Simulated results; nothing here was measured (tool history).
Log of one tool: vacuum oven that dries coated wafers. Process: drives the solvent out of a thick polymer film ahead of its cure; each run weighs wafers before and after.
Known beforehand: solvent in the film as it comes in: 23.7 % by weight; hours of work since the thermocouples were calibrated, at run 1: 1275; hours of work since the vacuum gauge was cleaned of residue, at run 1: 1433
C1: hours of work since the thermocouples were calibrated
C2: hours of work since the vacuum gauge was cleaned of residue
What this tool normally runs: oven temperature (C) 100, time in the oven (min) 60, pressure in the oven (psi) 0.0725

{"run": 1, "hour": 0.0, "oven temperature (C)": 100, "time in the oven (min)": 60, "pressure in the oven (psi)": 0.0725, "C1": 1275, "C2": 1433, "solvent left in the film (%)": 1.28}
{"run": 2, "hour": 82.7, "oven temperature (C)": 100, "time in the oven (min)": 60, "pressure in the oven (psi)": 0.0725, "C1": 1316, "C2": 1474, "solvent left in the film (%)": 1.3}
{"hour": 171.4, "done": "oven's thermocouples calibrated"}
{"run": 3, "hour": 179.4, "oven temperature (C)": 100, "time in the oven (min)": 42, "pressure in the oven (psi)": 0.0725, "C1": 4, "C2": 1521, "solvent left in the film (%)": 3.07}
{"run": 4, "hour": 263.4, "oven temperature (C)": 100, "time in the oven (min)": 42, "pressure in the oven (psi)": 0.0725, "C1": 46, "C2": 1563, "solvent left in the film (%)": 3.05}
{"run": 5, "hour": 356.0, "oven temperature (C)": 100, "time in the oven (min)": 60, "pressure in the oven (psi)": 0.1681, "C1": 92, "C2": 1609, "solvent left in the film (%)": 1.97}
{"run": 6, "hour": 463.7, "oven temperature (C)": 95, "time in the oven (min)": 60, "pressure in the oven (psi)": 0.0725, "C1": 145, "C2": 1662, "solvent left in the film (%)": 2.41}
{"run": 7, "hour": 562.0, "oven temperature (C)": 100, "time in the oven (min)": 60, "pressure in the oven (psi)": 0.1787, "C1": 194, "C2": 1711, "solvent left in the film (%)": 1.96}
{"run": 8, "hour": 629.3, "oven temperature (C)": 100, "time in the oven (min)": 60, "pressure in the oven (psi)": 0.1375, "C1": 228, "C2": 1745, "solvent left in the film (%)": 1.83}
{"run": 9, "hour": 721.0, "oven temperature (C)": 93, "time in the oven (min)": 47, "pressure in the oven (psi)": 0.0471, "C1": 273, "C2": 1790, "solvent left in the film (%)": 4.01}
{"run": 10, "hour": 802.9, "oven temperature (C)": 93, "time in the oven (min)": 47, "pressure in the oven (psi)": 0.0471, "C1": 314, "C2": 1831, "solvent left in the film (%)": 3.9}
{"run": 11, "hour": 911.9, "oven temperature (C)": 93, "time in the oven (min)": 83, "pressure in the oven (psi)": 0.0716, "C1": 368, "C2": 1885, "solvent left in the film (%)": 1.69}
{"run": 12, "hour": 988.3, "oven temperature (C)": 109, "time in the oven (min)": 35, "pressure in the oven (psi)": 0.1508, "C1": 406, "C2": 1923, "solvent left in the film (%)": 2.17}
{"run": 13, "hour": 1048.0, "oven temperature (C)": 112, "time in the oven (min)": 51, "pressure in the oven (psi)": 0.1539, "C1": 436, "C2": 1953, "solvent left in the film (%)": 0.91}
{"run": 14, "hour": 1124.1, "oven temperature (C)": 100, "time in the oven (min)": 60, "pressure in the oven (psi)": 0.2843, "C1": 474, "C2": 1991, "solvent left in the film (%)": 2.27}
{"run": 15, "hour": 1195.6, "oven temperature (C)": 100, "time in the oven (min)": 60, "pressure in the oven (psi)": 0.2843, "C1": 509, "C2": 2026, "solvent left in the film (%)": 2.31}
{"run": 16, "hour": 1256.0, "oven temperature (C)": 95, "time in the oven (min)": 31, "pressure in the oven (psi)": 0.0799, "C1": 539, "C2": 2056, "solvent left in the film (%)": 6.03}

Hidden state at the last listed run before each entry between runs and at the first one after, where it differs:
Runs 2 to 3: oven's thermocouples calibrated (hour 171.4)
  true wafer temperature over the reading, C: 2.24 -> 0.26; true pressure over the reading, kPa: 0.633 -> 0.653
  measured result minus the result with no hidden state, solvent left in the film (%): +0.02 -> +0.24
